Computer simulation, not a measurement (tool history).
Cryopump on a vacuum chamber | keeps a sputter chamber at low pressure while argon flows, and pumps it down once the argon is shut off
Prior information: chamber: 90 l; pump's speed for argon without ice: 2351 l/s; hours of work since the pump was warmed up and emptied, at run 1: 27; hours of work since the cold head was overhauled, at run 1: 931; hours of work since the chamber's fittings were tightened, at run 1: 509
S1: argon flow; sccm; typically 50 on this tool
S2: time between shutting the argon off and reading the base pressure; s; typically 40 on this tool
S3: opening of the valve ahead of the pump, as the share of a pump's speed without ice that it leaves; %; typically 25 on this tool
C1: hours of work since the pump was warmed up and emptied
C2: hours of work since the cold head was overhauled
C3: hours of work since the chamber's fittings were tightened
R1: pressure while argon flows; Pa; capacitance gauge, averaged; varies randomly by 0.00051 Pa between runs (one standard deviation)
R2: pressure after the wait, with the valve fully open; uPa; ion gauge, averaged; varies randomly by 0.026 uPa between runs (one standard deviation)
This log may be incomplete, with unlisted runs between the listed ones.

run	hour	S1	S2	S3	C1	C2	C3	R1	R2
1	0	50	40	25	27	931	509	0.1449	1.63
2	33.8	50	40	25	49	953	531	0.1455	1.58
3	93.9	50	40	25	88	992	570	0.1439	1.65
4	147.1	50	40	25	122	1026	604	0.1452	1.7
5	195.1	50	40	16	153	1057	635	0.2265	1.78
6	244.1	50	50	25	185	1088	667	0.1454	1.55
7	282.3	50	40	25	209	1113	691	0.1451	1.79
8	344.1	50	40	25	249	1153	731	0.1464	1.9
9	391.1	99	40	25	279	1183	762	0.2888	1.86
10	420.6	23	40	25	298	1202	781	0.0675	1.82
11	452.9	50	68	25	319	1223	801	0.146	1.51
12	488.9	50	40	25	343	1246	825	0.1461	1.97
13	548.8	50	40	25	381	1285	863	0.1467	1.89
14	595.9	50	40	25	412	1316	894	0.1478	1.99
15	658.1	50	40	25	452	1356	934	0.1476	2.09
16	704	50	40	25	481	1385	964	0.1469	2.08
17	736.2	77	74	25	502	1406	984	0.2267	1.62
18	773.6	77	74	39	526	1430	1008	0.1475	1.66
19	810.8	50	174	25	550	1454	1032	0.1477	1.45
20	863.9	50	94	58	585	1489	1067	0.0668	1.58
21	909.8	50	40	38	614	1518	1096	0.0986	2.2
22	941.5	84	22	46	635	1539	1117	0.1383	3.03
23	992.3	50	22	25	668	1571	1150	0.149	3.14
24	1033.3	50	22	25	694	1598	1176	0.1488	3.08
25	1072.5	50	22	25	719	1623	1201	0.1484	3.24
26	1100.4	88	40	19	737	1641	1219	0.3416	2.37
27	1143	29	73	28	765	1669	1247	0.0771	1.93
28	1168.6	29	73	28	781	1685	1263	0.0768	1.98
29	1225.2	27	40	25	818	1722	1300	0.0802	2.46

Here are 5 independent what-if runs from the current tool condition. What would each one return?
A	1278.3	57	36	24	852	1756	1334	?	?
B	1278.3	32	40	25	852	1756	1334	?	?
C	1278.3	31	40	36	852	1756	1334	?	?
D	1278.3	35	40	25	852	1756	1334	?	?
E	1278.3	54	40	25	852	1756	1334	?	?

run	R1	R2
A	0.1771	2.62
B	0.095	2.56
C	0.065	2.46
D	0.1046	2.48
E	0.1615	2.49
Without the tool's unlogged condition, the same runs would have read:
run	R1	R2
A	0.1706	1.22
B	0.0914	1.13
C	0.0615	1.07
D	0.1006	1.09
E	0.1553	1.1

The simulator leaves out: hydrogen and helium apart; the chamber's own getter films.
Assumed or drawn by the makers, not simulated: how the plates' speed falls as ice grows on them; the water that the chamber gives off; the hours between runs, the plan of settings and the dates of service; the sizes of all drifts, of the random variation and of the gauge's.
